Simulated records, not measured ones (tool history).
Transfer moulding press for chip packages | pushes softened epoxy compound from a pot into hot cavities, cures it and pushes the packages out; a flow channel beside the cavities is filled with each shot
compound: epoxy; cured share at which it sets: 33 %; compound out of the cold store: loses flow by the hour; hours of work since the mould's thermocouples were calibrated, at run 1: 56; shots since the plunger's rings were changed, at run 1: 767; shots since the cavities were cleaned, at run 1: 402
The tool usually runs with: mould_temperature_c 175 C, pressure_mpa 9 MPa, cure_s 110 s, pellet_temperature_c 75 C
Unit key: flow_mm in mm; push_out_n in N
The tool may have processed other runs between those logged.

run   hour  mould_temperature_c  pressure_mpa  cure_s  pellet_temperature_c  hours of work since the mould's thermocouples were calibrated  shots since the plunger's rings were changed  shots since the cavities were cleaned  incoming compound's hours out of the cold store  flow_mm  push_out_n
  1      0                  175             9     110                    75                                                             56                                           767                                    402                                             32.3      721         332
  2    8.4                  175             9     124                    75                                                             61                                           845                                    480                                             26.1      741         339
  3   18.8                  175             9     110                    75                                                             66                                           942                                    577                                               37      701         369
  4   31.1                  173             9     110                    75                                                             73                                          1057                                    692                                             25.1      742         397
  5   37.1                  173             9     110                    75                                                             76                                          1113                                    748                                             12.3      780         399
  6   49.6                  173             9     110                    75                                                             83                                          1229                                    864                                             39.5      702         404
      54.3  -- cavities cleaned with cleaning compound and waxed
  7     60                  175             9     110                    75                                                             88                                          1312                                     53                                             15.6      763         500
  8   71.7                  175             9     110                    75                                                             94                                          1420                                    161                                              9.5      775         489
  9   79.6                  175         10.73     110                    75                                                             98                                          1494                                    235                                             17.8      824         489
      86.1  -- cavities cleaned with cleaning compound and waxed, once more
 10   88.6                  175         10.73     110                    75                                                            102                                          1564                                     24                                             27.4      796         243
 11     97                  175             9     110                    75                                                            107                                          1642                                    102                                             44.9      680         282
 12  103.1                  175             9     110                    75                                                            110                                          1699                                    159                                             12.5      773         290
 13  111.6                  175          9.68     110                    75                                                            115                                          1778                                    238                                             10.4      811         299
 14  118.4                  175             9     110                    75                                                            118                                          1841                                    301                                             32.4      706         322
 15  126.3                  180             9     110                    75                                                            122                                          1915                                    375                                             14.7      746         317
 16  136.4                  168          8.22      91                    74                                                            128                                          2009                                    469                                             12.6      749         670
 17  145.4                  169             9     110                    75                                                            133                                          2093                                    553                                             12.8      773         436
 18  155.3                  177          9.39     113                    72                                                            138                                          2185                                    645                                             15.8      768         363
 19  167.9                  177          9.39     113                    72                                                            145                                          2302                                    762                                             28.5      728         370
 20  179.1                  181         10.09      96                    85                                                            151                                          2407                                    867                                             12.2      789         374
     184.3  -- cavities cleaned with cleaning compound and waxed
 21  190.9                  168          8.98     100                    77                                                            156                                          2502                                     61                                             36.4      707         408
 22    201                  178         10.31     116                    78                                                            162                                          2597                                    156                                             41.7      722         284

Predict the results of run 23:
 23  210.9                  178         10.31     116                    78                                                            167                                          2688                                    247                                             20.6        ?           ?

flow_mm: 782 mm
push_out_n: 294 N
With the hidden condition absent and the run-to-run variation left alone, this run would have shown flow_mm 812 mm, push_out_n 237 N.
